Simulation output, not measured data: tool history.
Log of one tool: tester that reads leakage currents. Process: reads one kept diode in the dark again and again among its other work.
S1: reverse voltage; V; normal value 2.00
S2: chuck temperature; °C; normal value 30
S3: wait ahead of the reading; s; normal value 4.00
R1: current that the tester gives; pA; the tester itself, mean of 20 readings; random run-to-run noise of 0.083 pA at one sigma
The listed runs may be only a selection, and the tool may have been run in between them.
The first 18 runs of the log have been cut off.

{"run": 19, "hour": 474.0, "S1": 12.74, "S2": 45, "S3": 4.0, "R1": 176.49}
{"run": 20, "hour": 509.3, "S1": 2.0, "S2": 30, "S3": 4.0, "R1": 23.6}
{"run": 21, "hour": 527.6, "S1": 2.0, "S2": 30, "S3": 4.0, "R1": 23.6}
{"run": 22, "hour": 545.1, "S1": 8.12, "S2": 26, "S3": 4.0, "R1": 36.16}
{"run": 23, "hour": 561.5, "S1": 8.12, "S2": 26, "S3": 4.0, "R1": 36.67}
{"run": 24, "hour": 591.2, "S1": 2.7, "S2": 27, "S3": 4.0, "R1": 22.11}
{"run": 25, "hour": 622.1, "S1": 2.7, "S2": 51, "S3": 4.0, "R1": 123.38}
{"run": 26, "hour": 651.1, "S1": 15.07, "S2": 36, "S3": 1.77, "R1": 104.21}
{"run": 27, "hour": 689.4, "S1": 15.07, "S2": 43, "S3": 1.66, "R1": 169.75}
{"run": 28, "hour": 716.7, "S1": 15.07, "S2": 43, "S3": 1.66, "R1": 169.57}
{"run": 29, "hour": 749.9, "S1": 15.07, "S2": 43, "S3": 1.66, "R1": 170.62}
{"run": 30, "hour": 784.3, "S1": 2.0, "S2": 30, "S3": 0.82, "R1": 24.3}
{"run": 31, "hour": 812.2, "S1": 2.0, "S2": 30, "S3": 0.82, "R1": 24.33}
{"run": 32, "hour": 848.0, "S1": 2.0, "S2": 54, "S3": 0.82, "R1": 131.72}
{"run": 33, "hour": 867.1, "S1": 2.0, "S2": 54, "S3": 0.93, "R1": 131.52}
{"run": 34, "hour": 891.1, "S1": 2.0, "S2": 54, "S3": 0.93, "R1": 131.65}
{"run": 35, "hour": 915.6, "S1": 19.97, "S2": 30, "S3": 1.95, "R1": 81.88}
{"run": 36, "hour": 949.5, "S1": 14.17, "S2": 30, "S3": 4.0, "R1": 67.92}
{"run": 37, "hour": 989.9, "S1": 4.4, "S2": 38, "S3": 2.5, "R1": 65.41}
{"run": 38, "hour": 1015.4, "S1": 14.51, "S2": 30, "S3": 0.44, "R1": 71.49}
{"run": 39, "hour": 1052.0, "S1": 10.67, "S2": 57, "S3": 4.87, "R1": 367.73}
{"run": 40, "hour": 1082.9, "S1": 15.69, "S2": 30, "S3": 4.85, "R1": 72.46}

Forecast run 41:
{"run": 41, "hour": 1107.8, "S1": 15.69, "S2": 26, "S3": 4.85, "R1": "?"}

R1: 55.24 pA
Were there no unlogged condition in the tool, this run, its random variation unchanged, would have produced R1 44.63 pA.
